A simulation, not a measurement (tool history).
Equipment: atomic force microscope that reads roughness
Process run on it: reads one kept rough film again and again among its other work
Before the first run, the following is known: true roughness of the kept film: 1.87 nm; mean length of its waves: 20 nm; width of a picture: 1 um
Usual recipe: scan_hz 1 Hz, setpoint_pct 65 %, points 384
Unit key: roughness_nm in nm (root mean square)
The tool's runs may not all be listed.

{"run": 1, "day": 0.0, "scan_hz": 1, "setpoint_pct": 65, "points": 384, "roughness_nm": 1.04}
{"day": 0.717, "done": "new tip fitted"}
{"run": 2, "day": 1.988, "scan_hz": 1, "setpoint_pct": 65, "points": 384, "roughness_nm": 1.348}
{"run": 3, "day": 3.483, "scan_hz": 1, "setpoint_pct": 65, "points": 384, "roughness_nm": 1.213}
{"run": 4, "day": 4.529, "scan_hz": 1, "setpoint_pct": 65, "points": 384, "roughness_nm": 1.127}
{"day": 6.579, "done": "new tip fitted"}
{"run": 5, "day": 6.579, "scan_hz": 1, "setpoint_pct": 65, "points": 384, "roughness_nm": 1.48}
{"run": 6, "day": 8.121, "scan_hz": 1, "setpoint_pct": 65, "points": 384, "roughness_nm": 1.326}
{"run": 7, "day": 10.558, "scan_hz": 1, "setpoint_pct": 80, "points": 384, "roughness_nm": 1.071}
{"run": 8, "day": 11.746, "scan_hz": 1, "setpoint_pct": 75, "points": 404, "roughness_nm": 1}
{"day": 12.562, "done": "new tip fitted"}
{"run": 9, "day": 12.762, "scan_hz": 2.31, "setpoint_pct": 65, "points": 384, "roughness_nm": 1.394}
{"run": 10, "day": 14.946, "scan_hz": 2.31, "setpoint_pct": 65, "points": 384, "roughness_nm": 1.2}
{"run": 11, "day": 16.55, "scan_hz": 1, "setpoint_pct": 60, "points": 569, "roughness_nm": 1.14}
{"run": 12, "day": 17.792, "scan_hz": 1, "setpoint_pct": 60, "points": 569, "roughness_nm": 1.068}

Predict each of these 4 candidate next runs independently; none follows another, all start after run 12:
{"day": 18.408, "done": "new tip fitted"}
{"run": "A", "day": 18.892, "scan_hz": 1.12, "setpoint_pct": 63, "points": 384, "roughness_nm": "?"}
{"day": 18.408, "done": "new tip fitted"}
{"run": "B", "day": 18.892, "scan_hz": 1.35, "setpoint_pct": 68, "points": 941, "roughness_nm": "?"}
{"day": 18.408, "done": "new tip fitted"}
{"run": "C", "day": 18.892, "scan_hz": 3.96, "setpoint_pct": 65, "points": 285, "roughness_nm": "?"}
{"day": 18.408, "done": "new tip fitted"}
{"run": "D", "day": 18.892, "scan_hz": 2.29, "setpoint_pct": 75, "points": 599, "roughness_nm": "?"}

run=A roughness_nm=1.415
run=B roughness_nm=1.423
run=C roughness_nm=1.296
run=D roughness_nm=1.324
With the hidden condition removed and each run's random variation left untouched, the same runs would have given:
run=A roughness_nm=1.505
run=B roughness_nm=1.512
run=C roughness_nm=1.378
run=D roughness_nm=1.408
